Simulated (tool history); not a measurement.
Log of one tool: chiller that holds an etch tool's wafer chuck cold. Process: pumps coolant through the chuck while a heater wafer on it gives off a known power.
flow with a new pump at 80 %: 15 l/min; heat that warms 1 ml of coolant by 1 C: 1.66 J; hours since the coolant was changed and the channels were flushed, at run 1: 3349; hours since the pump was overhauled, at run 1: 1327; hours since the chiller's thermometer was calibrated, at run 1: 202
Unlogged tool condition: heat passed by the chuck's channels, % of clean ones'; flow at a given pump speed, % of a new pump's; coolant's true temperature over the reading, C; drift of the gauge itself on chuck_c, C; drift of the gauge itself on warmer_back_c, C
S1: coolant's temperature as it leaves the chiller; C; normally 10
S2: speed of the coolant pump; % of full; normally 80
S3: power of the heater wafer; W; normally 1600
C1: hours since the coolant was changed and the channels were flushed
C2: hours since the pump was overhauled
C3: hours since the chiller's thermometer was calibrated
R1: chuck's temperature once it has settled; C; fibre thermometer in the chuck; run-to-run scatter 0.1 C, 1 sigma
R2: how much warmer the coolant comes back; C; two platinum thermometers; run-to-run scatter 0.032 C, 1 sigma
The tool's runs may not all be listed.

Run 1, hour 0.0: usual settings; C1 3349; C2 1327; C3 202. Result: R1 27.1 C, R2 3.92 C.
Run 2, hour 61.3: usual settings; C1 3410; C2 1389; C3 264. Result: R1 27.4 C, R2 3.91 C.
Run 3, hour 137.5: usual settings but S2 93 % of full; C1 3486; C2 1465; C3 340. Result: R1 25.2 C, R2 3.30 C.
Run 4, hour 177.9: usual settings but S1 4 C; C1 3526; C2 1505; C3 380. Result: R1 21.4 C, R2 3.94 C.
Run 5, hour 223.3: usual settings but S1 4 C; C1 3572; C2 1551; C3 426. Result: R1 21.3 C, R2 3.93 C.
Run 6, hour 281.0: usual settings but S1 4 C; C1 3630; C2 1608; C3 483. Result: R1 21.5 C, R2 3.98 C.
Run 7, hour 355.8: usual settings; C1 3704; C2 1683; C3 558. Result: R1 27.4 C, R2 3.90 C.
Run 8, hour 431.8: usual settings but S3 936 W; C1 3780; C2 1759; C3 634. Result: R1 20.0 C, R2 2.32 C.
At hour 438.0: chiller's thermometer calibrated.
Run 9, hour 500.3: usual settings but S1 1 C; C1 3848; C2 1827; C3 62. Result: R1 18.4 C, R2 3.87 C.
Run 10, hour 578.1: usual settings but S1 1 C; C1 3926; C2 1904; C3 140. Result: R1 18.7 C, R2 3.97 C.
Run 11, hour 664.9: usual settings but S1 12 C, S2 70 % of full, S3 1783 W; C1 4013; C2 1991; C3 227. Result: R1 34.1 C, R2 5.18 C.
Run 12, hour 714.1: usual settings but S1 15 C, S2 72 % of full; C1 4062; C2 2041; C3 276. Result: R1 34.4 C, R2 4.42 C.
Run 13, hour 798.5: usual settings but S1 15 C, S2 72 % of full; C1 4146; C2 2125; C3 360. Result: R1 34.5 C, R2 4.42 C.
At hour 839.3: chiller's thermometer calibrated, once more.
Run 14, hour 856.1: usual settings but S1 15 C, S2 78 % of full, S3 1875 W; C1 4203; C2 2182; C3 17. Result: R1 36.1 C, R2 4.72 C.
Run 15, hour 912.7: usual settings but S1 15 C, S2 78 % of full, S3 1875 W; C1 4259; C2 2238; C3 73. Result: R1 36.1 C, R2 4.80 C.
Run 16, hour 995.5: usual settings but S2 96 % of full, S3 1035 W; C1 4342; C2 2321; C3 156. Result: R1 19.7 C, R2 2.15 C.
Run 17, hour 1080.3: usual settings but S1 12 C, S2 84 % of full, S3 1035 W; C1 4427; C2 2406; C3 241. Result: R1 22.9 C, R2 2.46 C.

Some steps in R1 between neighbouring runs. How much of each would the tool show without its hidden state too (settings, what came in, random variation), and how much is left for the hidden state, with any gauge scatter that isn't in both results?
Run 15 -> 16: S1 15 -> 10, S2 78 -> 96, S3 1875 -> 1035. R1 -16.4 C: hidden state -1.0, all else -15.4.
